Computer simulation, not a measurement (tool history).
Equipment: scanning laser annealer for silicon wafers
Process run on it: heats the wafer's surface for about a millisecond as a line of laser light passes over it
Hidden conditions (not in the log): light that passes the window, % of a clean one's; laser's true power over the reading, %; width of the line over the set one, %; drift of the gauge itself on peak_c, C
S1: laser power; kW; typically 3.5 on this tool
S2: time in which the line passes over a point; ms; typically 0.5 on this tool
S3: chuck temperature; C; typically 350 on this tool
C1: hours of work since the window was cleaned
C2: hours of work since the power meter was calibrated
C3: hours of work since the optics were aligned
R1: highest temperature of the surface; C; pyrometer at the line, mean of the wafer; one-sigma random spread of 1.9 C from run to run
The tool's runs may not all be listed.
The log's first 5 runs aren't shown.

run,hour,S1,S2,S3,C1,C2,C3,R1
6,87.6,3.5,0.505,350,661,51,953,1110
7,104.8,3.5,0.505,350,669,58,961,1108
8,117.5,3.5,0.5,350,674,64,967,1106
# hour 122.6: window over the wafer cleaned
9,136.1,3.5,0.469,350,6,71,974,1112
# hour 151.6: optics aligned, line set to its width
10,159.8,3.5,0.458,350,14,79,4,1102
11,172.7,3.5,0.5,350,20,85,9,1142
12,188.5,3.5,0.504,350,27,92,16,1146
13,198.2,3.5,0.504,350,31,96,20,1144
14,218.5,3.5,0.5,350,40,105,29,1140
# hour 234.2: optics aligned, line set to its width, once more
15,235.4,3.5,0.5,350,45,110,1,1150
16,255.7,3.5,0.399,350,54,119,9,1053
17,268.5,3.5,0.5,350,60,125,15,1152
18,282.9,3.5,0.5,350,66,131,21,1149
19,294.3,3.5,0.5,350,71,136,26,1147
20,316.6,3.5,0.5,350,81,146,36,1146
21,330.8,3.5,0.5,350,87,152,42,1148
22,352.3,3.513,0.483,350,96,161,52,1135
23,370.7,3.725,0.563,321,104,170,60,1235
24,385.1,3.072,0.5,324,111,176,66,1013

For run 25, what comes out?
25,400.9,3.5,0.5,370,118,183,73,?

For run 25 the tool returned R1 1164 C.
The same run, on a tool lacking any hidden state, would have yielded R1 1178 C.
